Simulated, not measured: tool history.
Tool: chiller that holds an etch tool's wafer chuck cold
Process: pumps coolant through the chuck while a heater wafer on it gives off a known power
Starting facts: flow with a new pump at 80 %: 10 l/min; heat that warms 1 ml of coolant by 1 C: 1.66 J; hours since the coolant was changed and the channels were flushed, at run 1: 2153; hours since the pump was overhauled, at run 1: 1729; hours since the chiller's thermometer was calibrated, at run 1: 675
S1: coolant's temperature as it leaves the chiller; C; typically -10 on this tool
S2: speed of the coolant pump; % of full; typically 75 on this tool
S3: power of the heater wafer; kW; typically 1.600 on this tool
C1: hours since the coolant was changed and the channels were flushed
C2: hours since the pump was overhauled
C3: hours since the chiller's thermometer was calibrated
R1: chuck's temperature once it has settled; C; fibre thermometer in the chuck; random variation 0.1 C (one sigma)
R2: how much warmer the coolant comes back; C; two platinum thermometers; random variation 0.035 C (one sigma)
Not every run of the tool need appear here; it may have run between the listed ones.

{"run": 1, "hour": 0.0, "S1": -10, "S2": 75, "S3": 1.6, "C1": 2153, "C2": 1729, "C3": 675, "R1": 13.0, "R2": 6.41}
{"run": 2, "hour": 51.0, "S1": -10, "S2": 80, "S3": 1.6, "C1": 2204, "C2": 1780, "C3": 726, "R1": 11.7, "R2": 6.02}
{"run": 3, "hour": 126.9, "S1": -10, "S2": 80, "S3": 1.6, "C1": 2280, "C2": 1855, "C3": 802, "R1": 11.8, "R2": 6.01}
{"run": 4, "hour": 164.1, "S1": -10, "S2": 80, "S3": 1.6, "C1": 2317, "C2": 1893, "C3": 839, "R1": 12.1, "R2": 6.06}
{"run": 5, "hour": 242.0, "S1": -10, "S2": 80, "S3": 1.459, "C1": 2395, "C2": 1971, "C3": 917, "R1": 10.2, "R2": 5.47}
{"run": 6, "hour": 274.1, "S1": -10, "S2": 80, "S3": 1.459, "C1": 2427, "C2": 2003, "C3": 949, "R1": 10.1, "R2": 5.56}
{"run": 7, "hour": 332.5, "S1": -10, "S2": 80, "S3": 1.459, "C1": 2486, "C2": 2061, "C3": 1007, "R1": 10.1, "R2": 5.49}
{"run": 8, "hour": 373.2, "S1": -10, "S2": 75, "S3": 1.6, "C1": 2526, "C2": 2102, "C3": 1048, "R1": 13.6, "R2": 6.46}
{"run": 9, "hour": 419.7, "S1": -10, "S2": 75, "S3": 1.6, "C1": 2573, "C2": 2148, "C3": 1094, "R1": 13.6, "R2": 6.41}
{"run": 10, "hour": 456.9, "S1": -10, "S2": 75, "S3": 1.6, "C1": 2610, "C2": 2186, "C3": 1132, "R1": 13.6, "R2": 6.51}
{"run": 11, "hour": 492.6, "S1": -10, "S2": 75, "S3": 1.6, "C1": 2646, "C2": 2221, "C3": 1167, "R1": 13.7, "R2": 6.5}
{"run": 12, "hour": 555.7, "S1": -10, "S2": 75, "S3": 1.6, "C1": 2709, "C2": 2284, "C3": 1230, "R1": 13.9, "R2": 6.47}
{"run": 13, "hour": 596.6, "S1": -10, "S2": 75, "S3": 1.6, "C1": 2750, "C2": 2325, "C3": 1271, "R1": 14.1, "R2": 6.52}
{"run": 14, "hour": 640.7, "S1": -8, "S2": 76, "S3": 1.6, "C1": 2794, "C2": 2369, "C3": 1315, "R1": 15.6, "R2": 6.39}
{"run": 15, "hour": 673.2, "S1": -8, "S2": 76, "S3": 1.6, "C1": 2826, "C2": 2402, "C3": 1348, "R1": 15.9, "R2": 6.44}
{"run": 16, "hour": 707.6, "S1": -8, "S2": 76, "S3": 1.6, "C1": 2861, "C2": 2436, "C3": 1382, "R1": 15.7, "R2": 6.41}
{"run": 17, "hour": 782.2, "S1": -8, "S2": 76, "S3": 1.6, "C1": 2935, "C2": 2511, "C3": 1457, "R1": 15.9, "R2": 6.49}
{"run": 18, "hour": 830.9, "S1": -10, "S2": 77, "S3": 1.596, "C1": 2984, "C2": 2559, "C3": 1506, "R1": 13.7, "R2": 6.33}
{"run": 19, "hour": 875.9, "S1": -9, "S2": 62, "S3": 2.172, "C1": 3029, "C2": 2605, "C3": 1551, "R1": 30.0, "R2": 10.78}

The next listed run, before its measurement:
{"run": 20, "hour": 954.5, "S1": -4, "S2": 70, "S3": 1.6, "C1": 3107, "C2": 2683, "C3": 1629, "R1": "?", "R2": "?"}

{"run 20": {"R1": 22.0, "R2": 7.08}}
Minus the tool's unlogged condition, the same run would have read R1 17.7 C, R2 6.63 C.
